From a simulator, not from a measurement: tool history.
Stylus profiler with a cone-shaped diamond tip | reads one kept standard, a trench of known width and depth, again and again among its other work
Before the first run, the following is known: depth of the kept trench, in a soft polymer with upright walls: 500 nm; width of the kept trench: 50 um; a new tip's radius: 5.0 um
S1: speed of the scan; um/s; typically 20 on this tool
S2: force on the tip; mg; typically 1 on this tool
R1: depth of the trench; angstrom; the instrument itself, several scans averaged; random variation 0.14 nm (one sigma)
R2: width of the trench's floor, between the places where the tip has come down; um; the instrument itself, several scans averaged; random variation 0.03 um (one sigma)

| run | hour | S1 | S2 | R1 | R2 |
|---|---|---|---|---|---|
| 1 | 0 | 20 | 1 | 5036.5 | 45.42 |
| 2 | 57.9 | 20 | 1 | 5034.9 | 45.45 |
| 3 | 114 | 24 | 1 | 5034 | 45.41 |
| 4 | 173.9 | 24 | 1 | 5036.6 | 45.4 |
| 5 | 210.4 | 24 | 1 | 5035.3 | 45.41 |
| 6 | 252.7 | 20 | 2.77 | 5071.5 | 45.53 |
| 7 | 299.6 | 20 | 2.77 | 5069.7 | 45.56 |
| 8 | 336.7 | 20 | 2.3 | 5061 | 45.56 |
| 9 | 397.4 | 20 | 2.3 | 5061.4 | 45.44 |
| 10 | 463.2 | 20 | 2.3 | 5062.4 | 45.55 |
| 11 | 507.9 | 59 | 2.3 | 5060.8 | 45.27 |
| 12 | 565.5 | 59 | 2.3 | 5060.2 | 45.35 |
| 13 | 614.7 | 31 | 1.49 | 5045.2 | 45.41 |
| 14 | 671.8 | 50 | 0.45 | 5020.8 | 44.92 |
| 15 | 711.8 | 50 | 0.45 | 5023.4 | 44.99 |
| 16 | 772.9 | 40 | 0.37 | 5018 | 45.07 |
| 17 | 829.1 | 40 | 0.37 | 5017.2 | 45.1 |
| 18 | 869.9 | 40 | 0.37 | 5017.2 | 45.04 |
| 19 | 934.8 | 40 | 0.37 | 5016.7 | 45.08 |
| 20 | 968.6 | 11 | 0.39 | 5019.3 | 45.49 |
| 21 | 1024.8 | 60 | 1.01 | 5037.8 | 45.04 |

Some steps in R2, run to run, broken into two amounts with sign: the step expected even without the hidden condition (settings, incoming material, random variation), and the rest, left for the hidden condition together with whatever gauge scatter is not in both the measured and the hidden-condition-free result:
Hidden state present: radius of the tip, um; height scale over the true one, %; drift of the gauge itself on depth_nm, %; drift of the gauge itself on floor_um, %.
Run 1 -> 2: no setting changed, nothing entered. R2 +0.03 um: hidden state +0.01, all else +0.02.
Run 2 -> 3: S1 20 -> 24. R2 -0.04 um: hidden state -0.01, all else -0.03.
Run 13 -> 14: S1 31 -> 50, S2 1.49 -> 0.45. R2 -0.49 um: hidden state +0, all else -0.49.
Run 20 -> 21: S1 11 -> 60, S2 0.39 -> 1.01. R2 -0.45 um: hidden state +0.01, all else -0.46.
